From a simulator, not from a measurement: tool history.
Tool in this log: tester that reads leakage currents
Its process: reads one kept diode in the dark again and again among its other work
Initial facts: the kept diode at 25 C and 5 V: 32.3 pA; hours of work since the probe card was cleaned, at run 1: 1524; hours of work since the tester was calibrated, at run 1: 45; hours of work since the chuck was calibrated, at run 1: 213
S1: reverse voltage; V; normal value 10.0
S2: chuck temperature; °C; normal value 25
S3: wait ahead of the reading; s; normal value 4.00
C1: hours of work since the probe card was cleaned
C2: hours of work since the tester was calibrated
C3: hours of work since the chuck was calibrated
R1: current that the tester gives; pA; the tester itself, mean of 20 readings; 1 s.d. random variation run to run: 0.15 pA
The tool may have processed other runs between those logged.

run   hour    S1  S2    S3    C1   C2   C3      R1
  1    0.0  10.0  25  4.00  1524   45  213   68.96
  2   62.6  10.0  25  4.00  1550   71  239   70.00
  3   99.7  10.0  25  4.00  1566   87  255   69.54
  4  134.3  10.0  25  4.00  1581  102  270   69.72
  5  171.1  10.0  25  4.00  1596  117  285   69.77
  6  226.1  10.0  25  4.00  1620  141  309   70.56
  7  292.8  10.0  25  2.08  1648  169  337   71.75
  8  342.1  10.0  24  4.00  1669  190  358   66.85
  9  383.6  10.0  25  1.66  1687  208  376   72.21
     414.6  -- probe card cleaned and baked
 10  430.1  10.0  25  1.66     7  226  394   47.24
     435.9  -- chuck's temperature calibrated
 11  490.0  11.4  25  4.00    31  251   23   48.78
     540.7  -- chuck's temperature calibrated, once more
 12  561.3   1.1  30  0.31    61  280    9   22.21
 13  593.5   7.2  25  0.53    74  294   22   44.90
 14  636.5   3.4  25  2.64    93  312   41   27.06
 15  707.2  10.0  36  0.51   123  342   71  116.51
 16  776.1  10.0  24  1.12   152  372  100   48.75

What does the tool deliver on the next run?
 17  817.7  10.0  24  1.12  170  389  118   ?

R1: 48.92 pA
Had the tool carried no hidden state, the very same run would have given R1 46.85 pA.
